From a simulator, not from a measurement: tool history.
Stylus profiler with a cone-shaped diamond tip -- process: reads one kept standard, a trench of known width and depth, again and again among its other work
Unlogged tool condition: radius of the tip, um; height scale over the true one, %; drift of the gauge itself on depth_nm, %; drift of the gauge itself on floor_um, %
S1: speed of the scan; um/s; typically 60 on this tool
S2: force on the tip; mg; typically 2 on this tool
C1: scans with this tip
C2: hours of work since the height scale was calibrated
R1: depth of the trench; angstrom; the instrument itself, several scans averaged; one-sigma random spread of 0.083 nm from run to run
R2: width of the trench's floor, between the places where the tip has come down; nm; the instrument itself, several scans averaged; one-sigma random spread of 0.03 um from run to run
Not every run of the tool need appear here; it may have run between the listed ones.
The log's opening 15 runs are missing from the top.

run,day,S1,S2,C1,C2,R1,R2
16,21.488,60,1.15,3399,55,5042.6,26460
17,22.371,32,1.15,3526,64,5041.8,26660
18,23.3,32,1.15,3660,74,5042.6,26640
19,25.104,45,2,3918,94,5061,26630
# day 26.45: height scale calibrated on a step standard, once more
20,26.658,45,2,4138,2,5054.8,26570
21,27.617,153,5.54,4277,13,5113.1,26300
22,28.929,17,3.43,4465,27,5082.4,26780
23,30.271,138,2,4657,42,5056.9,25950
24,31.2,138,2,4791,52,5056.5,25980
25,32.633,60,2.29,4996,68,5063.3,26420
26,34.471,60,2.29,5260,88,5062.9,26360
27,35.388,60,2.29,5392,98,5062.8,26360

Run 28 has not been measured yet. What should we expect?
28,36.662,15,4.03,5575,112,?,?

Run 28 produced R1 5093 angstrom, R2 26690 nm.
Had the tool carried no hidden state, the very same run would have given R1 5095.2 angstrom, R2 27330 nm.

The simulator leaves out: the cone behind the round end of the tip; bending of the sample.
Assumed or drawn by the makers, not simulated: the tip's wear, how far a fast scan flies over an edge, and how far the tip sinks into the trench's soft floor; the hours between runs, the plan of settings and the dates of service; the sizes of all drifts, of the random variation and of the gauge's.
